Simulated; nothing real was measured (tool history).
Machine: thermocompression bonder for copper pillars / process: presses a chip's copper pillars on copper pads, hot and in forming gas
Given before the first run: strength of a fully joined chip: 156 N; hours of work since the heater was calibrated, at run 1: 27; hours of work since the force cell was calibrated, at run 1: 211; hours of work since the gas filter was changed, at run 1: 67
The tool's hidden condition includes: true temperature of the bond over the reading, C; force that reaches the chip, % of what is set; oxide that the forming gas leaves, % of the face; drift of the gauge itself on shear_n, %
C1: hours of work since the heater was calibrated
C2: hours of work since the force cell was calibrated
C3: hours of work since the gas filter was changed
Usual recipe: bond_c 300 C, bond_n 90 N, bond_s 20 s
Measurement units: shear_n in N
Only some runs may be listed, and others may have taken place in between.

Run 1, hour 0.0: usual settings; C1 27; C2 211; C3 67. Result: shear_n 106.3 N.
Run 2, hour 50.6: usual settings; C1 51; C2 235; C3 91. Result: shear_n 106.2 N.
Run 3, hour 117.5: usual settings; C1 82; C2 266; C3 122. Result: shear_n 105.5 N.
Run 4, hour 194.6: usual settings; C1 119; C2 302; C3 158. Result: shear_n 105.8 N.
Run 5, hour 237.4: usual settings; C1 139; C2 323; C3 178. Result: shear_n 105.7 N.
Run 6, hour 299.4: usual settings but bond_s 59 s; C1 168; C2 352; C3 207. Result: shear_n 133.0 N.
Run 7, hour 366.1: usual settings but bond_s 39 s; C1 199; C2 383; C3 239. Result: shear_n 122.9 N.
Run 8, hour 441.8: usual settings but bond_s 39 s; C1 235; C2 419; C3 274. Result: shear_n 122.8 N.
Run 9, hour 495.1: usual settings but bond_s 39 s; C1 260; C2 444; C3 299. Result: shear_n 122.3 N.
Run 10, hour 559.8: usual settings but bond_s 39 s; C1 290; C2 474; C3 330. Result: shear_n 123.0 N.
Run 11, hour 598.6: usual settings but bond_c 302 C, bond_s 39 s; C1 308; C2 492; C3 348. Result: shear_n 123.9 N.
Run 12, hour 642.3: usual settings but bond_c 330 C; C1 329; C2 513; C3 368. Result: shear_n 130.7 N.
At hour 682.9: forming gas filter changed.
Run 13, hour 696.2: usual settings but bond_c 330 C; C1 354; C2 538; C3 6. Result: shear_n 130.4 N.
Run 14, hour 741.1: usual settings but bond_c 302 C; C1 375; C2 559; C3 27. Result: shear_n 106.1 N.
Run 15, hour 798.0: usual settings but bond_c 302 C; C1 402; C2 586; C3 54. Result: shear_n 106.1 N.
Run 16, hour 877.7: usual settings; C1 439; C2 623; C3 91. Result: shear_n 104.0 N.
Run 17, hour 964.3: usual settings; C1 480; C2 664; C3 132. Result: shear_n 103.7 N.
At hour 973.2: gauge calibrated.
Run 18, hour 1020.5: usual settings; C1 506; C2 690; C3 159. Result: shear_n 106.1 N.
Run 19, hour 1087.0: usual settings; C1 538; C2 721; C3 190. Result: shear_n 106.0 N.
Run 20, hour 1165.0: usual settings; C1 574; C2 758; C3 226. Result: shear_n 105.6 N.
Run 21, hour 1212.9: usual settings but bond_s 31 s; C1 597; C2 781; C3 249. Result: shear_n 117.7 N.
Run 22, hour 1290.4: usual settings but bond_n 97 N, bond_s 17 s; C1 633; C2 817; C3 285. Result: shear_n 103.8 N.
Run 23, hour 1360.4: usual settings but bond_c 319 C, bond_n 101 N, bond_s 11 s; C1 666; C2 850; C3 318. Result: shear_n 110.9 N.
Run 24, hour 1422.5: usual settings but bond_c 318 C, bond_s 12 s; C1 695; C2 879; C3 347. Result: shear_n 108.3 N.
Run 25, hour 1487.8: usual settings but bond_c 291 C, bond_s 31 s; C1 726; C2 910; C3 378. Result: shear_n 107.9 N.
At hour 1506.5: forming gas filter changed.
Run 26, hour 1541.6: usual settings but bond_c 291 C, bond_s 31 s; C1 751; C2 935; C3 16. Result: shear_n 108.3 N.
At hour 1619.8: force cell calibrated.
Run 27, hour 1622.7: usual settings but bond_c 291 C, bond_s 31 s; C1 788; C2 1; C3 54. Result: shear_n 107.9 N.
Run 28, hour 1669.6: usual settings but bond_c 291 C, bond_s 56 s; C1 810; C2 23; C3 76. Result: shear_n 123.2 N.
Run 29, hour 1752.2: usual settings but bond_c 306 C, bond_n 63 N; C1 849; C2 62; C3 115. Result: shear_n 97.6 N.
Run 30, hour 1790.6: usual settings but bond_c 329 C, bond_n 87 N, bond_s 12 s; C1 867; C2 80; C3 133. Result: shear_n 115.7 N.
Run 31, hour 1872.0: usual settings but bond_c 329 C, bond_n 113 N, bond_s 12 s; C1 905; C2 118; C3 171. Result: shear_n 123.8 N.
Run 32, hour 1927.7: usual settings but bond_s 27 s; C1 932; C2 145; C3 197. Result: shear_n 112.2 N.
Run 33, hour 2010.7: usual settings but bond_c 318 C, bond_n 98 N; C1 971; C2 184; C3 236. Result: shear_n 122.8 N.
Run 34, hour 2092.6: usual settings but bond_c 318 C, bond_n 98 N; C1 1009; C2 222; C3 275. Result: shear_n 122.7 N.
Run 35, hour 2145.9: usual settings but bond_c 321 C, bond_n 67 N; C1 1034; C2 247; C3 300. Result: shear_n 112.7 N.
At hour 2171.1: heater calibrated with a thermocouple chip.
Run 36, hour 2216.2: usual settings but bond_c 272 C; C1 21; C2 279; C3 332. Result: shear_n 74.4 N.
Run 37, hour 2287.8: usual settings but bond_c 310 C, bond_n 112 N; C1 55; C2 313; C3 365. Result: shear_n 119.2 N.
At hour 2337.9: forming gas filter changed.
Run 38, hour 2339.0: usual settings but bond_c 310 C, bond_n 112 N, bond_s 23 s; C1 79; C2 337; C3 1. Result: shear_n 123.2 N.
Run 39, hour 2376.4: usual settings but bond_c 310 C, bond_n 135 N, bond_s 19 s; C1 96; C2 354; C3 18. Result: shear_n 124.6 N.

Measured less the same run without the tool's hidden state. The same run-to-run variation is in both; the gauge's scatter may not be:
run  shear_n
  1     +0.0
  2     -0.2
  3     -0.3
  4     -0.5
  5     -0.6
  6     -0.9
  7     -1.1
  8     -1.3
  9     -1.4
 10     -1.6
 11     -1.8
 12     -2.0
 13     -2.0
 14     -1.8
 15     -2.0
 16     -2.0
 17     -2.2
 18     -0.1
 19     -0.3
 20     -0.4
 21     -0.7
 22     -0.8
 23     -1.0
 24     -1.1
 25     -1.2
 26     -1.3
 27     -1.6
 28     -1.9
 29     -1.7
 30     -2.1
 31     -2.5
 32     -2.4
 33     -2.9
 34     -3.1
 35     -3.0
 36     -2.2
 37     -3.7
 38     -3.9
 39     -4.0
